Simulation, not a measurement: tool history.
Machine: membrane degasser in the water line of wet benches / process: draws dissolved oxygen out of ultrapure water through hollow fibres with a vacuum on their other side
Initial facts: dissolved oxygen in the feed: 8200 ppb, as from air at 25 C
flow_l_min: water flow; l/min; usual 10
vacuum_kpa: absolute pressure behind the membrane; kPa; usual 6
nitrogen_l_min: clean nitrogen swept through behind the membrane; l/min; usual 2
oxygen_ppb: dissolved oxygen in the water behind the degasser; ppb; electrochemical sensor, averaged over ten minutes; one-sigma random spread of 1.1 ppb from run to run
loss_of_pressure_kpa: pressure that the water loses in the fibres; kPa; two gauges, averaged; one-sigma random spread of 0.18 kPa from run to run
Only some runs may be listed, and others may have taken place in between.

run	hour	flow_l_min	vacuum_kpa	nitrogen_l_min	oxygen_ppb	loss_of_pressure_kpa
1	0	10	6	2	113	33.18
2	72.2	10	6	2	110.4	33.45
3	154.1	10	6	2	111	33.13
4	200.8	10	6	2	112.1	33.62
5	263.9	10	6	2	110.7	33.4
6	326.4	10	7.67	2	132.5	33.59
7	376.4	10	7.67	2	133.5	33.17
8	453.4	10	6	1.17	135.6	33.51
9	516.5	10	6	2	112.1	33.33
10	587.3	10	6	2	113.8	33.32
11	649	10	6	2	116.5	33.47
12	717.9	10	6	1.14	137	33.47
13	777.5	10	6	1.14	136.6	33.49
14	861.4	7	6.32	2.92	63.5	23.26
15	923.6	10	6	1.84	117.1	33.23
16	992.9	10	7.09	1.29	152.6	33.52
17	1060.8	10	7.09	2.76	115.1	33.41
18	1127.5	10	7.09	2.76	116.6	33.37
19	1183.6	10	6	2	114.8	33.54
20	1253.5	10	6	2	115.2	33.53
21	1293	10	6	2	114.2	33.33
22	1329	9	6	3.13	88.8	29.92
23	1385.9	9	6	3.13	88.4	30.07
24	1460.3	7	3.69	2	51.7	23.41
25	1532.8	7	8.73	1.55	110.4	23.46
26	1591.8	13	11.05	4.96	164.4	43.77

Branching from run 26: 3 alternative next runs. What would each branch give?
A	1657.4	13	11.05	3.99	?	?
B	1657.4	7	11.05	2.03	?	?
C	1657.4	8	3.78	0.83	?	?

run	oxygen_ppb	loss_of_pressure_kpa
A	181.1	44.13
B	116.8	23.54
C	74.3	26.66
Take away the tool's hidden state, keep each run's random variation, and the runs would have read:
run	oxygen_ppb	loss_of_pressure_kpa
A	172.2	43.6
B	108.8	23.26
C	66.8	26.34

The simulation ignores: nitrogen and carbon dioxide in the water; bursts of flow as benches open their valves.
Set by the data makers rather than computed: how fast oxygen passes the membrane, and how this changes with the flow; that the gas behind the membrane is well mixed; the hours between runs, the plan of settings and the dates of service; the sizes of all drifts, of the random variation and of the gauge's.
